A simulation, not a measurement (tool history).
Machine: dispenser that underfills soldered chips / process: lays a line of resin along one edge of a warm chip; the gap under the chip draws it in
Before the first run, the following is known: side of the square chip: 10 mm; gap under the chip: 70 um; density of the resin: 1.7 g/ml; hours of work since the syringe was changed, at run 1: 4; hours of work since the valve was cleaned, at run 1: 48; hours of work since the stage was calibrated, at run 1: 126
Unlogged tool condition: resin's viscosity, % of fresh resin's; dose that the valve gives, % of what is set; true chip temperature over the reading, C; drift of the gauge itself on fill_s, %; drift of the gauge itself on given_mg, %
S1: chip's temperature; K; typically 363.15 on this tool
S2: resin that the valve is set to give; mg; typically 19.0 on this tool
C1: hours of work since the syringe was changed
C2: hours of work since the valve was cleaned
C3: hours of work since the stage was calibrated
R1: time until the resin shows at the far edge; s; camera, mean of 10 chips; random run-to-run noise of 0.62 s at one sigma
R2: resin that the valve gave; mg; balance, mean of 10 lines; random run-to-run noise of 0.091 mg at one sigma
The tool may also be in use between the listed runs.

| run | hour | S1 | S2 | C1 | C2 | C3 | R1 | R2 |
|---|---|---|---|---|---|---|---|---|
| 1 | 0.0 | 363.15 | 19.0 | 4 | 48 | 126 | 73.7 | 18.15 |
|  | 6.0 | new syringe of resin |
| 2 | 6.8 | 363.15 | 19.0 | 1 | 53 | 131 | 59.8 | 18.14 |
| 3 | 13.0 | 363.15 | 19.0 | 5 | 58 | 136 | 83.2 | 18.02 |
|  | 17.4 | new syringe of resin |
| 4 | 18.8 | 363.15 | 24.0 | 1 | 62 | 140 | 58.2 | 22.77 |
| 5 | 23.3 | 363.15 | 24.0 | 5 | 66 | 144 | 74.5 | 22.79 |
| 6 | 27.9 | 363.15 | 24.0 | 8 | 70 | 148 | 93.6 | 22.77 |
|  | 28.9 | new syringe of resin |
| 7 | 34.9 | 363.15 | 23.1 | 5 | 75 | 153 | 76.4 | 21.77 |
| 8 | 39.1 | 349.15 | 22.4 | 8 | 78 | 156 | 150.3 | 21.01 |
|  | 40.4 | new syringe of resin |
| 9 | 44.0 | 349.15 | 22.4 | 3 | 82 | 160 | 104.7 | 20.76 |
| 10 | 50.1 | 370.15 | 23.5 | 8 | 87 | 165 | 72.2 | 21.94 |

Predict the results of run 11:
|  | 52.4 | new syringe of resin |
| 11 | 55.7 | 370.15 | 23.5 | 3 | 91 | 169 | ? | ? |

R1: 53.9 s
R2: 21.78 mg
Had the tool carried no hidden state, the very same run would have given R1 44.1 s, R2 23.51 mg.
